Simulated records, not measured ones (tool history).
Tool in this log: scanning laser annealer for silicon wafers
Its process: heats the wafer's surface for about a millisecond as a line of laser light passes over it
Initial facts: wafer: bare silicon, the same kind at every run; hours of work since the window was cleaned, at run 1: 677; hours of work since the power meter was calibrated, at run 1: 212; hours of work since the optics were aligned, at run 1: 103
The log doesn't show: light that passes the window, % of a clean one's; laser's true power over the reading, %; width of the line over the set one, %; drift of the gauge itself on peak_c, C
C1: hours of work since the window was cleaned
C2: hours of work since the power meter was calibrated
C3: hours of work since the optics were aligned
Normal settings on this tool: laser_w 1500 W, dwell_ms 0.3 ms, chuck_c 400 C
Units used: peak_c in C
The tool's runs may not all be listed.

run 1 day=0 | laser_w=1500 dwell_ms=0.3 chuck_c=400 | C1=677 C2=212 C3=103 | peak_c=1168
run 2 day=0.225 | laser_w=1500 dwell_ms=0.3 chuck_c=400 | C1=682 C2=216 C3=107 | peak_c=1168
run 3 day=0.417 | laser_w=1500 dwell_ms=0.3 chuck_c=382 | C1=685 C2=219 C3=111 | peak_c=1152
run 4 day=0.617 | laser_w=1500 dwell_ms=0.254 chuck_c=400 | C1=689 C2=223 C3=114 | peak_c=1109
run 5 day=0.925 | laser_w=1500 dwell_ms=0.254 chuck_c=400 | C1=695 C2=229 C3=120 | peak_c=1113
run 6 day=1.083 | laser_w=1500 dwell_ms=0.254 chuck_c=400 | C1=697 C2=232 C3=123 | peak_c=1115
run 7 day=1.308 | laser_w=1500 dwell_ms=0.254 chuck_c=400 | C1=702 C2=236 C3=127 | peak_c=1114
run 8 day=1.604 | laser_w=1635 dwell_ms=0.254 chuck_c=400 | C1=707 C2=241 C3=133 | peak_c=1186
run 9 day=1.967 | laser_w=1500 dwell_ms=0.327 chuck_c=400 | C1=714 C2=248 C3=139 | peak_c=1194
run 10 day=2.192 | laser_w=1500 dwell_ms=0.3 chuck_c=400 | C1=718 C2=252 C3=144 | peak_c=1163
run 11 day=2.55 | laser_w=1500 dwell_ms=0.234 chuck_c=400 | C1=725 C2=259 C3=150 | peak_c=1090
run 12 day=2.888 | laser_w=1500 dwell_ms=0.3 chuck_c=400 | C1=731 C2=265 C3=156 | peak_c=1166
run 13 day=3.233 | laser_w=1500 dwell_ms=0.3 chuck_c=400 | C1=737 C2=271 C3=163 | peak_c=1164
run 14 day=3.6 | laser_w=1500 dwell_ms=0.3 chuck_c=424 | C1=744 C2=278 C3=170 | peak_c=1190
run 15 day=3.9 | laser_w=1414 dwell_ms=0.3 chuck_c=400 | C1=750 C2=284 C3=175 | peak_c=1113
run 16 day=4.158 | laser_w=1414 dwell_ms=0.3 chuck_c=400 | C1=754 C2=289 C3=180 | peak_c=1116
run 17 day=4.538 | laser_w=1500 dwell_ms=0.35 chuck_c=400 | C1=761 C2=296 C3=187 | peak_c=1216
run 18 day=4.792 | laser_w=1500 dwell_ms=0.3 chuck_c=394 | C1=766 C2=300 C3=192 | peak_c=1154
-- day=5.033 window over the wafer cleaned
run 19 day=5.125 | laser_w=1500 dwell_ms=0.3 chuck_c=400 | C1=2 C2=305 C3=196 | peak_c=1196
run 20 day=5.283 | laser_w=1500 dwell_ms=0.3 chuck_c=376 | C1=5 C2=308 C3=199 | peak_c=1173
run 21 day=5.625 | laser_w=1384 dwell_ms=0.245 chuck_c=388 | C1=11 C2=314 C3=205 | peak_c=1059
run 22 day=5.85 | laser_w=1383 dwell_ms=0.372 chuck_c=372 | C1=15 C2=318 C3=210 | peak_c=1177
run 23 day=6.025 | laser_w=1383 dwell_ms=0.372 chuck_c=372 | C1=18 C2=322 C3=213 | peak_c=1175
run 24 day=6.358 | laser_w=1383 dwell_ms=0.372 chuck_c=372 | C1=24 C2=328 C3=219 | peak_c=1175
run 25 day=6.546 | laser_w=1469 dwell_ms=0.221 chuck_c=433 | C1=28 C2=331 C3=223 | peak_c=1116
run 26 day=6.867 | laser_w=1469 dwell_ms=0.221 chuck_c=433 | C1=34 C2=337 C3=228 | peak_c=1116
run 27 day=7.029 | laser_w=1410 dwell_ms=0.3 chuck_c=400 | C1=37 C2=340 C3=231 | peak_c=1146
run 28 day=7.25 | laser_w=1524 dwell_ms=0.264 chuck_c=387 | C1=41 C2=344 C3=236 | peak_c=1154
run 29 day=7.575 | laser_w=1319 dwell_ms=0.229 chuck_c=427 | C1=47 C2=350 C3=242 | peak_c=1045
run 30 day=7.921 | laser_w=1415 dwell_ms=0.338 chuck_c=419 | C1=53 C2=357 C3=248 | peak_c=1203
run 31 day=8.175 | laser_w=1325 dwell_ms=0.321 chuck_c=418 | C1=58 C2=361 C3=253 | peak_c=1135
run 32 day=8.417 | laser_w=1325 dwell_ms=0.321 chuck_c=418 | C1=63 C2=366 C3=257 | peak_c=1136
run 33 day=8.733 | laser_w=1325 dwell_ms=0.321 chuck_c=424 | C1=68 C2=372 C3=263 | peak_c=1141
run 34 day=9.008 | laser_w=1325 dwell_ms=0.293 chuck_c=424 | C1=73 C2=377 C3=268 | peak_c=1116
run 35 day=9.354 | laser_w=1325 dwell_ms=0.293 chuck_c=424 | C1=80 C2=383 C3=274 | peak_c=1118
run 36 day=9.688 | laser_w=1362 dwell_ms=0.3 chuck_c=400 | C1=86 C2=389 C3=281 | peak_c=1117
run 37 day=9.946 | laser_w=1500 dwell_ms=0.303 chuck_c=380 | C1=91 C2=394 C3=285 | peak_c=1178
run 38 day=10.217 | laser_w=1610 dwell_ms=0.245 chuck_c=406 | C1=96 C2=399 C3=290 | peak_c=1192
run 39 day=10.562 | laser_w=1397 dwell_ms=0.321 chuck_c=372 | C1=102 C2=405 C3=297 | peak_c=1132
run 40 day=10.821 | laser_w=1397 dwell_ms=0.321 chuck_c=372 | C1=107 C2=410 C3=302 | peak_c=1130

Forecast each of these 5 alternatives for the next run:
run A day=11.079 | laser_w=1520 dwell_ms=0.329 chuck_c=426 | C1=112 C2=415 C3=306 | peak_c=?
run B day=11.079 | laser_w=1347 dwell_ms=0.3 chuck_c=400 | C1=112 C2=415 C3=306 | peak_c=?
run C day=11.079 | laser_w=1354 dwell_ms=0.245 chuck_c=391 | C1=112 C2=415 C3=306 | peak_c=?
run D day=11.079 | laser_w=1422 dwell_ms=0.267 chuck_c=370 | C1=112 C2=415 C3=306 | peak_c=?
run E day=11.079 | laser_w=1397 dwell_ms=0.321 chuck_c=381 | C1=112 C2=415 C3=306 | peak_c=?

run=A peak_c=1262
run=B peak_c=1104
run=C peak_c=1041
run=D peak_c=1082
run=E peak_c=1137
Without the tool's unlogged condition, the same runs would have read:
run=A peak_c=1273
run=B peak_c=1113
run=C peak_c=1050
run=D peak_c=1092
run=E peak_c=1147
